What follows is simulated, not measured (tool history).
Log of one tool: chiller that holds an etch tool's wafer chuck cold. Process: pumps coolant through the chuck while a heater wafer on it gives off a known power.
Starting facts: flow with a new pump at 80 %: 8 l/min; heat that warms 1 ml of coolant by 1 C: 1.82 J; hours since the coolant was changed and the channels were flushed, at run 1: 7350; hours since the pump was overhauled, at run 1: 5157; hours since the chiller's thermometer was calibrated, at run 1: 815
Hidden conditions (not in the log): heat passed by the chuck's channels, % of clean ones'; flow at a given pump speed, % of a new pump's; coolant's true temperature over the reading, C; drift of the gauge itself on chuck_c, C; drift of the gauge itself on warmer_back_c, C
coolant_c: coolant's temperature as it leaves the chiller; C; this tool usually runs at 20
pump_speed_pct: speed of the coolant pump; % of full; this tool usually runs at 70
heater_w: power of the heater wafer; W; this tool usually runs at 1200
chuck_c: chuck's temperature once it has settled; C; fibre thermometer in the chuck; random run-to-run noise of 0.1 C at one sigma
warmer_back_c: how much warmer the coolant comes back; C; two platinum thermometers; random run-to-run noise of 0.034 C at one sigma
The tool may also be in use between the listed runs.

| run | day | coolant_c | pump_speed_pct | heater_w | hours since the coolant was changed and the channels were flushed | hours since the pump was overhauled | hours since the chiller's thermometer was calibrated | chuck_c | warmer_back_c |
|---|---|---|---|---|---|---|---|---|---|
| 1 | 0 | 20 | 70 | 1200 | 7350 | 5157 | 815 | 41 | 6.1 |
| 2 | 7.417 | 20 | 70 | 1200 | 7528 | 5335 | 993 | 41 | 6.13 |
| 3 | 14.762 | 20 | 70 | 1200 | 7704 | 5512 | 1169 | 41.1 | 6.1 |
| 4 | 22.038 | 20 | 70 | 1200 | 7879 | 5686 | 1344 | 41.3 | 6.17 |
| 5 | 26.625 | 20 | 70 | 1200 | 7989 | 5796 | 1454 | 41.2 | 6.21 |
| 6 | 30.288 | 20 | 70 | 1200 | 8077 | 5884 | 1542 | 41.3 | 6.2 |
| 7 | 37.271 | 20 | 70 | 1200 | 8244 | 6052 | 1709 | 41.6 | 6.14 |
| 8 | 44.275 | 20 | 70 | 1200 | 8413 | 6220 | 1877 | 41.5 | 6.18 |
| 9 | 49.279 | 20 | 70 | 1200 | 8533 | 6340 | 1997 | 41.9 | 6.16 |
| 10 | 56.025 | 20 | 70 | 1200 | 8694 | 6502 | 2159 | 41.7 | 6.14 |
| 11 | 60.496 | 20 | 70 | 1200 | 8802 | 6609 | 2267 | 41.8 | 6.21 |
| 12 | 65.154 | 24 | 70 | 1200 | 8914 | 6721 | 2378 | 46.1 | 6.22 |
| 13 | 71.892 | 22 | 70 | 1200 | 9075 | 6883 | 2540 | 44 | 6.16 |
|  | 76.946 | chiller's thermometer calibrated |
| 14 | 77.721 | 22 | 70 | 1200 | 9214 | 7022 | 19 | 44.5 | 6.21 |
| 15 | 82.612 | 22 | 70 | 1200 | 9332 | 7139 | 136 | 44.3 | 6.29 |
| 16 | 86.342 | 22 | 70 | 1200 | 9421 | 7229 | 225 | 44.7 | 6.27 |
| 17 | 93.688 | 20 | 68 | 984 | 9597 | 7405 | 402 | 39 | 5.35 |
| 18 | 96.917 | 20 | 68 | 984 | 9675 | 7482 | 479 | 39.1 | 5.24 |
|  | 99.858 | coolant changed, channels flushed |
| 19 | 100.254 | 20 | 68 | 984 | 10 | 7557 | 553 | 35.8 | 5.29 |
| 20 | 103.754 | 15 | 67 | 709 | 94 | 7641 | 637 | 26.8 | 3.92 |
| 21 | 110.021 | 24 | 74 | 1506 | 244 | 7791 | 788 | 47 | 7.54 |
| 22 | 117.588 | 20 | 75 | 655 | 425 | 7973 | 969 | 29.9 | 3.2 |
| 23 | 122.479 | 23 | 70 | 1200 | 543 | 8090 | 1087 | 42.1 | 6.39 |
| 24 | 126.138 | 14 | 70 | 1200 | 631 | 8178 | 1175 | 33.3 | 6.41 |
| 25 | 131.662 | 28 | 70 | 1200 | 763 | 8310 | 1307 | 47.5 | 6.32 |

Below are 3 alternative next runs, each starting from the tool's condition after run 25. Predict each:
| A | 138.333 | 20 | 69 | 826 | 923 | 8470 | 1467 | ? | ? |
| B | 138.333 | 11 | 92 | 931 | 923 | 8470 | 1467 | ? | ? |
| C | 138.333 | 18 | 80 | 1550 | 923 | 8470 | 1467 | ? | ? |

| run | chuck_c | warmer_back_c |
|---|---|---|
| A | 33.4 | 4.48 |
| B | 23 | 3.83 |
| C | 40.5 | 7.28 |
The same runs, with their run-to-run variation unchanged, on a tool lacking any hidden condition would have given:
| run | chuck_c | warmer_back_c |
|---|---|---|
| A | 31.8 | 3.95 |
| B | 21.6 | 3.37 |
| C | 37.8 | 6.41 |
